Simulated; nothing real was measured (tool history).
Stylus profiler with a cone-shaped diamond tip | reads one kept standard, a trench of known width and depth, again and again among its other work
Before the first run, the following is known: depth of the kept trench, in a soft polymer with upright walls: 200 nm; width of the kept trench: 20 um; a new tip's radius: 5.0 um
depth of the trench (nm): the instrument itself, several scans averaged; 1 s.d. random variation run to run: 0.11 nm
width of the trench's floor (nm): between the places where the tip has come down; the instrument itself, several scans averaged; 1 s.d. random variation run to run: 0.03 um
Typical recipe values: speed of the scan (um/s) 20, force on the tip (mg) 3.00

run   hour  speed of the scan (um/s)  force on the tip (mg)  depth of the trench (nm)  width of the trench's floor (nm)
  1    0.0                        20                   3.00                    202.81                             17110
  2   16.9                         6                   3.00                    202.73                             17200
  3   35.4                        20                   3.00                    202.80                             17120
  4   45.4                        35                   3.00                    202.91                             17010
  5   65.5                        35                   3.47                    202.97                             17010
  6   84.8                        35                   4.24                    203.79                             17030
  7  104.7                        35                   4.24                    203.46                             17010
  8  121.5                        35                   4.24                    203.42                             17010
  9  138.7                        35                   4.24                    203.51                             16960
 10  158.0                        20                   4.05                    203.54                             17060
 11  177.6                        20                   4.05                    203.48                             17040
 12  191.8                        22                   2.02                    201.95                             16990

Run 13, settings as shown, results not yet in. Your forecast:
 13  204.7                        10                   2.02                         ?                                 ?

depth of the trench (nm): 202.20
width of the trench's floor (nm): 17030
If the tool had no hidden condition, the same run with the same run-to-run variation would have returned depth of the trench (nm) 202.38, width of the trench's floor (nm) 17110.
